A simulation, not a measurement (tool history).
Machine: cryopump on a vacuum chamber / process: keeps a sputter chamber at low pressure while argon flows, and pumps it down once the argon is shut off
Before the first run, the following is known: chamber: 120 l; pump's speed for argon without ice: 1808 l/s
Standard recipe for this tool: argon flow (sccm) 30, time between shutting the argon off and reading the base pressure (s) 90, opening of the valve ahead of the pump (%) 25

run    hour  argon flow (sccm)  time between shutting the argon off and reading the base pressure (s)  opening of the valve ahead of the pump (%)  pressure while argon flows (Pa)  pressure after the wait (uPa)
  1       0                 30                                                                     90                                          25                           0.1121                           0.54
  2    63.9                 30                                                                     90                                          25                           0.1142                           0.62
  3   119.7                 30                                                                     90                                          25                           0.1151                           0.59
  4   193.8                 30                                                                    113                                          25                           0.1139                           0.59
  5   253.6                 30                                                                    113                                          25                           0.1163                           0.64
  6   333.8                 30                                                                     90                                          25                           0.1176                           0.68
  7   426.2                 17                                                                     90                                          25                           0.0672                           0.73
  8   484.1                 17                                                                     90                                          25                           0.0688                           0.77
  9   557.7                 17                                                                     90                                          25                           0.0695                           0.82
 10   639.7                 21                                                                    115                                          20                           0.1066                           0.76
 11   722.3                 21                                                                    115                                          20                           0.1076                           0.85
      741.7  -- pump warmed up, emptied and cooled again
 12   816.7                 30                                                                     59                                          24                           0.1175                           0.87
 13   904.1                 14                                                                    226                                          22                           0.0614                           0.56
 14  1001.8                 44                                                                    145                                          25                           0.1709                            0.7
 15  1094.5                 38                                                                     63                                          25                           0.1491                           1.01

Alternative continuations, all from the tool just after run 15; predict every row:
  A  1180.1                 30                                                                     90                                          23                                ?                              ?
  B  1180.1                 38                                                                     63                                          47                                ?                              ?
  C  1180.1                 16                                                                    122                                          44                                ?                              ?

run  pressure while argon flows (Pa)  pressure after the wait (uPa)
  A                           0.1284                           0.95
  B                           0.0857                           1.04
  C                           0.0382                           0.83
With no hidden state in the tool, these same runs would have given:
run  pressure while argon flows (Pa)  pressure after the wait (uPa)
  A                           0.1206                           0.51
  B                           0.0757                           0.59
  C                            0.034                           0.38
